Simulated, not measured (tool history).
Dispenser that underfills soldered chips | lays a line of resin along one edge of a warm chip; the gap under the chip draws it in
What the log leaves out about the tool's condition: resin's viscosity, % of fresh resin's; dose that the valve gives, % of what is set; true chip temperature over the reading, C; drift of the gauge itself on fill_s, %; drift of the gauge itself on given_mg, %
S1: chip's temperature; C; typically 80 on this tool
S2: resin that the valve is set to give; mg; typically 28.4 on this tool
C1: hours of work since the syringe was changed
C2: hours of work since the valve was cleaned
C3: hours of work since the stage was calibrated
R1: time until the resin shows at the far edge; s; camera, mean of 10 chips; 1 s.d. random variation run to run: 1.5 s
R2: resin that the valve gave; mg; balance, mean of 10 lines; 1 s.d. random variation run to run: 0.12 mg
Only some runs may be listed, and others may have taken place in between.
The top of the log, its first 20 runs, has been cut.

-- hour=67.4 new syringe of resin
run 21 hour=68.8 | S1=89 S2=29.9 | C1=1 C2=41 C3=116 | R1=102.9 R2=28.91
run 22 hour=70.9 | S1=89 S2=29.9 | C1=2 C2=42 C3=117 | R1=110.2 R2=28.74
run 23 hour=75.5 | S1=70 S2=24.6 | C1=5 C2=45 C3=120 | R1=285.9 R2=23.52
run 24 hour=79.4 | S1=86 S2=25.9 | C1=7 C2=47 C3=122 | R1=156.4 R2=24.98
-- hour=82.2 new syringe of resin
run 25 hour=83.9 | S1=72 S2=28.4 | C1=1 C2=50 C3=125 | R1=210.7 R2=27.12
run 26 hour=88.2 | S1=72 S2=28.4 | C1=4 C2=52 C3=127 | R1=240.3 R2=27.05
run 27 hour=92.3 | S1=72 S2=28.4 | C1=6 C2=55 C3=130 | R1=264.6 R2=27.01
run 28 hour=94.6 | S1=93 S2=30.6 | C1=7 C2=56 C3=131 | R1=117.2 R2=29.04
-- hour=97.0 new syringe of resin
run 29 hour=97.6 | S1=80 S2=29.6 | C1=0 C2=58 C3=133 | R1=147.7 R2=27.88
run 30 hour=102.1 | S1=84 S2=33.3 | C1=3 C2=60 C3=136 | R1=140.4 R2=31.59
run 31 hour=104.5 | S1=75 S2=29.5 | C1=5 C2=62 C3=137 | R1=221.0 R2=27.87
run 32 hour=107.4 | S1=77 S2=31.3 | C1=6 C2=64 C3=139 | R1=217.0 R2=29.71
-- hour=111.8 new syringe of resin
run 33 hour=112.2 | S1=83 S2=25.2 | C1=0 C2=66 C3=141 | R1=135.8 R2=23.71
run 34 hour=116.8 | S1=83 S2=25.2 | C1=3 C2=69 C3=144 | R1=151.9 R2=23.61
run 35 hour=121.0 | S1=83 S2=25.2 | C1=6 C2=72 C3=147 | R1=168.5 R2=23.73

3 ways to go on from here, each from the tool as it stands after run 35. What would each give?
run A hour=124.2 | S1=74 S2=25.9 | C1=7 C2=74 C3=149 | R1=? R2=?
run B hour=124.2 | S1=83 S2=25.2 | C1=7 C2=74 C3=149 | R1=? R2=?
run C hour=124.2 | S1=75 S2=32.3 | C1=7 C2=74 C3=149 | R1=? R2=?

run=A R1=269.6 R2=24.30
run=B R1=180.8 R2=23.47
run=C R1=248.6 R2=30.18
What these runs would have given with no unlogged condition in the tool:
run=A R1=195.2 R2=25.93
run=B R1=130.4 R2=25.04
run=C R1=181.5 R2=32.21

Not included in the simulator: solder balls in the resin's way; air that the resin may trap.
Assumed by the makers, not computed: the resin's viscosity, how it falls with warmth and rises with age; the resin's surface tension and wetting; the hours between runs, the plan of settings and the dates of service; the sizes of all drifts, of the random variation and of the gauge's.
